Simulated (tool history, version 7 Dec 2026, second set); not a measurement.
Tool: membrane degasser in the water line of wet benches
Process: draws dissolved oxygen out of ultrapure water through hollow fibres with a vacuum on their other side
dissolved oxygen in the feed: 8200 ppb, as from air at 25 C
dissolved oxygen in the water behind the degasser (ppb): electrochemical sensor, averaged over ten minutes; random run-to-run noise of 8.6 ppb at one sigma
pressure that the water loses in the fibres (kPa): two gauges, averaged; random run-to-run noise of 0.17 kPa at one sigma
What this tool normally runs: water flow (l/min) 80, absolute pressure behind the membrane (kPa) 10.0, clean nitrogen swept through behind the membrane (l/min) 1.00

run	hour	water flow (l/min)	absolute pressure behind the membrane (kPa)	clean nitrogen swept through behind the membrane (l/min)	dissolved oxygen in the water behind the degasser (ppb)	pressure that the water loses in the fibres (kPa)
1	0.0	80	10.0	1.00	861.7	28.61
2	154.4	80	10.0	1.00	868.8	28.86
3	268.2	57	10.0	1.00	672.8	20.64
4	400.5	106	10.0	1.00	1035.2	38.09
5	518.6	80	10.0	1.00	877.3	28.90
6	643.8	80	10.0	1.00	868.2	29.07
7	749.8	77	10.0	1.00	842.5	27.82
8	913.4	63	10.0	1.00	732.8	22.73
9	1007.3	63	10.0	1.00	752.2	22.92
10	1124.7	63	10.0	1.00	730.0	22.87
11	1324.1	63	10.0	1.00	746.0	22.89
12	1437.7	80	10.0	1.00	864.5	29.27
13	1629.3	80	10.0	1.00	882.3	29.07
14	1839.0	80	10.0	1.00	887.7	29.53
15	1940.8	80	10.0	1.00	883.7	29.48
16	2141.0	80	10.0	1.30	761.2	29.79
17	2288.8	80	10.0	1.30	752.1	29.42
18	2414.9	80	12.2	1.30	969.4	29.98
19	2547.0	49	10.0	1.00	638.4	18.17
20	2679.5	49	10.0	1.00	642.9	18.50
21	2788.2	74	10.0	1.00	858.5	27.64
22	2893.1	74	10.0	1.00	847.3	27.75
23	3044.9	93	9.0	0.62	1134.6	34.70
24	3169.6	93	9.0	0.62	1116.9	35.02
25	3283.7	81	24.4	2.46	1277.5	30.31
26	3395.1	81	21.6	2.46	1144.1	30.71
27	3562.3	99	21.6	2.46	1340.0	37.55
28	3785.1	53	11.2	1.68	540.0	20.05
29	3888.3	107	10.0	1.00	1112.0	40.84
30	4075.5	70	13.2	0.63	1509.4	26.68
31	4203.8	70	13.2	0.63	1520.6	26.64

Alternative continuations, all from the tool just after run 31; predict every row:
A	4318.2	82	6.9	0.79	?	?
B	4318.2	51	17.6	1.44	?	?
C	4318.2	70	13.2	2.36	?	?

run	dissolved oxygen in the water behind the degasser (ppb)	pressure that the water loses in the fibres (kPa)
A	650.9	31.36
B	1001.7	20.01
C	636.9	26.72
What these runs would have given with no unlogged condition in the tool:
run	dissolved oxygen in the water behind the degasser (ppb)	pressure that the water loses in the fibres (kPa)
A	573.5	27.74
B	965.3	17.74
C	598.5	23.61

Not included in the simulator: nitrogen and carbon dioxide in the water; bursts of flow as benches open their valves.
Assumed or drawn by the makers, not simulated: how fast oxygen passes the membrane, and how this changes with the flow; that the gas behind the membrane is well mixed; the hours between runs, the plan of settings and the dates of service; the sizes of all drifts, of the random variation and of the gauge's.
